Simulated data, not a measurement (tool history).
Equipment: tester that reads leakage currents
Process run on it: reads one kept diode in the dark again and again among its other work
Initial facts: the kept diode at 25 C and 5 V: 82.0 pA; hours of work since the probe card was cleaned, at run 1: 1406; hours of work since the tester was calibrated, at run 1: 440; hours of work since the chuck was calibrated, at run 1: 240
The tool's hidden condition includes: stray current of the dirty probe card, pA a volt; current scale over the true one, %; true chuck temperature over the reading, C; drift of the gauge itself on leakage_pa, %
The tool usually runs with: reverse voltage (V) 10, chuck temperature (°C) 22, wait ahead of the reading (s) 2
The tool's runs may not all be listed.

run,hour,reverse voltage (V),chuck temperature (°C),wait ahead of the reading (s),hours of work since the probe card was cleaned,hours of work since the tester was calibrated,hours of work since the chuck was calibrated,current that the tester gives (pA)
1,0,10,22,2,1406,440,240,90.11
2,22.7,10,22,2,1420,454,254,89.52
3,36.3,10,34,2,1428,462,262,230.09
4,53.7,10,35,2,1438,473,272,246.43
5,77,10,35,0.65,1453,487,287,247.33
6,92.5,10,35,0.65,1462,496,296,245.89
7,106.4,10,36,2,1471,505,305,266.55
# hour 130.3: probe card cleaned and baked
8,136.2,10,22,2,4,521,321,90.3
9,152.4,10,22,2,13,531,331,89.73
10,184,10,22,2,33,550,350,89.55
11,216.1,10,22,2,52,570,370,90.19
12,241.1,10,22,2,68,585,385,89.75
13,268.5,10,22,2,84,602,402,90.26
14,291.3,10,22,2,98,616,416,89.94
15,323.2,10,22,1.62,118,635,435,90.01
16,339.5,10,22,1.62,128,645,445,90.05
17,361.4,10,22,4,141,659,458,89.67
18,385.2,10,40,2,156,673,473,354.13
19,416.5,1.3,30,7.01,175,692,492,64.3
20,439.7,3.6,22,1.45,189,706,506,55.71
21,470.2,3.6,22,1.45,207,725,525,55.54
22,494.2,10,42,9.5,222,740,539,408.18
23,524.9,1.9,22,5.75,241,758,558,41.07
24,547.9,3.9,38,6.32,255,772,572,197.44
25,566.7,3.9,38,6.32,266,784,584,197.47
26,589.1,3.9,38,6.32,280,798,597,197.2
27,614.8,1,22,2,296,813,613,30.43
28,630.7,1,22,2,305,823,623,30.31
29,650.8,17.9,34,2,318,835,635,301.64
30,680.1,17.9,34,2,335,853,653,302.06
31,711.2,1.1,47,3.23,354,872,672,205.96
32,742.2,4,31,0.4,373,891,691,119.27
33,759.8,1.7,21,2.97,384,902,701,35.96
34,772.8,2.7,21,1.89,392,910,709,44.62
35,799.3,2.7,21,1.89,408,926,726,44.8

For each run, the measured value with the value that run would have given without the tool's hidden condition subtracted. The run-to-run variation is shared by both, the gauge scatter possibly not:
run,current that the tester gives (pA)
1,+0.1
2,+0.1
3,+0.15
4,+0.16
5,+0.17
6,+0.17
7,+0.18
8,+0.05
9,+0.04
10,+0.05
11,+0.05
12,+0.06
13,+0.06
14,+0.06
15,+0.07
16,+0.07
17,+0.07
18,+0.23
19,+0.04
20,+0.04
21,+0.05
22,+0.31
23,+0.04
24,+0.16
25,+0.17
26,+0.17
27,+0.03
28,+0.03
29,+0.29
30,+0.3
31,+0.18
32,+0.13
33,+0.04
34,+0.06
35,+0.06
